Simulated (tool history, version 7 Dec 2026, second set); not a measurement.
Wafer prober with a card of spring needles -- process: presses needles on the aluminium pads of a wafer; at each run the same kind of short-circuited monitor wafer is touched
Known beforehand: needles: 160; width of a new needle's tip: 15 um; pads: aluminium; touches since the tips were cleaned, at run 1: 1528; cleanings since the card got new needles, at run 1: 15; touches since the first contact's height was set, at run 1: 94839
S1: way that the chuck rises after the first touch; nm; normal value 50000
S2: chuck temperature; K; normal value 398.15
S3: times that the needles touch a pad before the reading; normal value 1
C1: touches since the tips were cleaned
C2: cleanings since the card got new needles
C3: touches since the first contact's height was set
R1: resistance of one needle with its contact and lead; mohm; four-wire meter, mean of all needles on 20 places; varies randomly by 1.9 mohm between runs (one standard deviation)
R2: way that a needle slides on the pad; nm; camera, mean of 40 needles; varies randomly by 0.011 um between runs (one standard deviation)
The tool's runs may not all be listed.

Run 1, hour 0: usual settings; C1 1528; C2 15; C3 94839. Result: R1 313 mohm, R2 9860 nm.
Run 2, hour 14.5: usual settings; C1 4680; C2 15; C3 97991. Result: R1 396 mohm, R2 9850 nm.
At hour 21.7: tips cleaned on abrasive film.
Run 3, hour 37: usual settings but S1 33000 nm; C1 3342; C2 16; C3 102871. Result: R1 849 mohm, R2 6360 nm.
At hour 49.7: tips cleaned on abrasive film.
Run 4, hour 70.7: usual settings; C1 4567; C2 17; C3 110176. Result: R1 395 mohm, R2 9780 nm.
At hour 78.3: tips cleaned on abrasive film.
At hour 90.5: height of the first contact set anew.
Run 5, hour 97.2: usual settings but S1 31000 nm; C1 4053; C2 18; C3 1469. Result: R1 621 mohm, R2 6230 nm.
At hour 107.3: tips cleaned on abrasive film.
At hour 124.3: tips cleaned on abrasive film, once more.
Run 6, hour 124.3: usual settings but S1 31000 nm, S2 306.15 K; C1 0; C2 20; C3 7310. Result: R1 223 mohm, R2 6160 nm.
Run 7, hour 147.6: usual settings; C1 5081; C2 20; C3 12391. Result: R1 394 mohm, R2 10010 nm.
At hour 152.7: tips cleaned on abrasive film.
Run 8, hour 163.8: usual settings but S1 35000 nm; C1 2407; C2 21; C3 15879. Result: R1 465 mohm, R2 6980 nm.
At hour 181: tips cleaned on abrasive film.
Run 9, hour 184.4: usual settings but S1 35000 nm, S3 2; C1 731; C2 22; C3 20343. Result: R1 289 mohm, R2 6980 nm.
At hour 209.1: tips cleaned on abrasive film.
Run 10, hour 209.4: usual settings; C1 71; C2 23; C3 25758. Result: R1 233 mohm, R2 9940 nm.
At hour 235.8: tips cleaned on abrasive film.
Run 11, hour 235.8: usual settings; C1 0; C2 24; C3 31478. Result: R1 227 mohm, R2 9950 nm.
Run 12, hour 249.4: usual settings; C1 2962; C2 24; C3 34440. Result: R1 356 mohm, R2 9950 nm.
At hour 262.8: tips cleaned on abrasive film.
Run 13, hour 265.3: usual settings but S1 55000 nm, S2 310.15 K; C1 531; C2 25; C3 37869. Result: R1 229 mohm, R2 10930 nm.
Run 14, hour 280: usual settings but S1 55000 nm, S2 310.15 K; C1 3738; C2 25; C3 41076. Result: R1 348 mohm, R2 10960 nm.
At hour 289.8: tips cleaned on abrasive film.
Run 15, hour 312.3: usual settings but S1 64000 nm, S2 324.15 K; C1 4900; C2 26; C3 48079. Result: R1 323 mohm, R2 12740 nm.
At hour 317.2: tips cleaned on abrasive film.
Run 16, hour 337.4: usual settings but S1 31000 nm; C1 4385; C2 27; C3 53506. Result: R1 685 mohm, R2 6100 nm.
At hour 344.6: tips cleaned on abrasive film.
Run 17, hour 351.7: usual settings but S1 33000 nm, S2 382.15 K; C1 1555; C2 28; C3 56602. Result: R1 418 mohm, R2 6480 nm.
Run 18, hour 367: usual settings but S1 40000 nm, S2 338.15 K, S3 2; C1 4874; C2 28; C3 59921. Result: R1 388 mohm, R2 7890 nm.
At hour 372.2: tips cleaned on abrasive film.
Run 19, hour 382.7: usual settings but S2 387.15 K, S3 2; C1 2286; C2 29; C3 63316. Result: R1 283 mohm, R2 9860 nm.
Run 20, hour 397.6: usual settings but S1 47000 nm, S2 307.15 K; C1 5524; C2 29; C3 66554. Result: R1 462 mohm, R2 9270 nm.
At hour 400.5: tips cleaned on abrasive film.
Run 21, hour 417.2: usual settings but S1 47000 nm, S2 307.15 K; C1 3643; C2 30; C3 70805. Result: R1 406 mohm, R2 9270 nm.

Alternative continuations, all from the tool just after run 21; predict every row:
At hour 428.4: tips cleaned on abrasive film.
Run A, hour 439.6: usual settings but S1 34000 nm, S2 384.15 K; C1 2430; C2 31; C3 75645. Result: R1 ?, R2 ?.
At hour 428.4: tips cleaned on abrasive film.
Run B, hour 439.6: usual settings but S1 47000 nm, S2 306.15 K; C1 2430; C2 31; C3 75645. Result: R1 ?, R2 ?.
At hour 428.4: tips cleaned on abrasive film.
Run C, hour 439.6: usual settings but S1 36000 nm, S2 298.15 K; C1 2430; C2 31; C3 75645. Result: R1 ?, R2 ?.

run   R1    R2
  A  511  6640
  B  367  9250
  C  495  7040
Without the tool's hidden state the same runs would have given:
run   R1    R2
  A  215  6830
  B  186  9430
  C  191  7220

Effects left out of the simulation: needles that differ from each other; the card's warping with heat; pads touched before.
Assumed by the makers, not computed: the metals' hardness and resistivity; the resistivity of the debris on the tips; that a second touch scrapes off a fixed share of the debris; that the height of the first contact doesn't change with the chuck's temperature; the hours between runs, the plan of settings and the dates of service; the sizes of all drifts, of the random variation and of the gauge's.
